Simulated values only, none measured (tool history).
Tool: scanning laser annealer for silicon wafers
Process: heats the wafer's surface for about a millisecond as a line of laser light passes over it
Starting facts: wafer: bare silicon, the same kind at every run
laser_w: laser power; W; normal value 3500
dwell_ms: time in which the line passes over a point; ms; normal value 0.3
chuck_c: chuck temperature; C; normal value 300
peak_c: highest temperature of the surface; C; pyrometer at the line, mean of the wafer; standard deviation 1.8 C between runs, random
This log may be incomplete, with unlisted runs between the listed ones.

run,day,laser_w,dwell_ms,chuck_c,peak_c
1,0,3500,0.3,300,1020
2,0.442,3500,0.3,300,1018
3,0.667,3500,0.3,300,1019
4,1.021,3500,0.3,300,1017
5,1.271,3145,0.3,300,949
6,1.642,3145,0.3,300,948
7,2.079,3145,0.3,300,947
8,2.325,3500,0.3,300,1017
9,2.558,3500,0.363,300,1084
10,2.75,3500,0.246,300,953
11,3.088,3500,0.3,336,1054
12,3.5,3500,0.3,336,1053
13,3.788,3500,0.3,336,1051
14,4.096,3500,0.3,336,1050
15,4.342,3500,0.3,336,1049
16,4.721,3500,0.3,270,985
17,4.908,3500,0.3,270,984
# day 5.062: laser's power meter calibrated
18,5.421,3500,0.3,270,983
19,5.638,3500,0.3,270,981
20,5.925,3500,0.3,300,1009
# day 6.129: laser's power meter calibrated, once more
21,6.392,3575,0.3,300,1027
22,6.692,3813,0.3,265,1037
23,6.904,3644,0.3,300,1043
24,7.35,3644,0.3,300,1043
25,7.638,3301,0.3,300,974
26,8.054,3301,0.33,266,969
27,8.458,3184,0.356,336,1037
28,8.862,3294,0.375,272,1014
29,9.283,3294,0.375,319,1062
30,9.529,3294,0.375,319,1060
31,9.95,3637,0.375,319,1135
32,10.333,3637,0.375,319,1133
33,10.771,3329,0.3,291,965
34,10.992,3500,0.268,300,971
35,11.221,3500,0.3,278,986
36,11.421,3664,0.272,314,1022
37,11.683,3664,0.272,314,1020
# day 11.842: window over the wafer cleaned
38,11.992,3664,0.272,314,1052
39,12.317,3161,0.326,319,1010
40,12.546,3052,0.228,277,845

Measured result minus the same run's result without the hidden state. Both carry the same run-to-run variation, though not necessarily the same gauge scatter:
The tool's hidden condition here consists of: light that passes the window, % of a clean one's; laser's true power over the reading, %; width of the line over the set one, %; drift of the gauge itself on peak_c, C.
run,peak_c
1,-22
2,-22
3,-22
4,-23
5,-21
6,-21
7,-22
8,-25
9,-27
10,-23
11,-25
12,-26
13,-26
14,-27
15,-27
16,-27
17,-28
18,-28
19,-29
20,-29
21,-28
22,-30
23,-29
24,-29
25,-27
26,-29
27,-29
28,-32
29,-32
30,-33
31,-36
32,-37
33,-31
34,-31
35,-34
36,-33
37,-34
38,-5
39,-5
40,-4
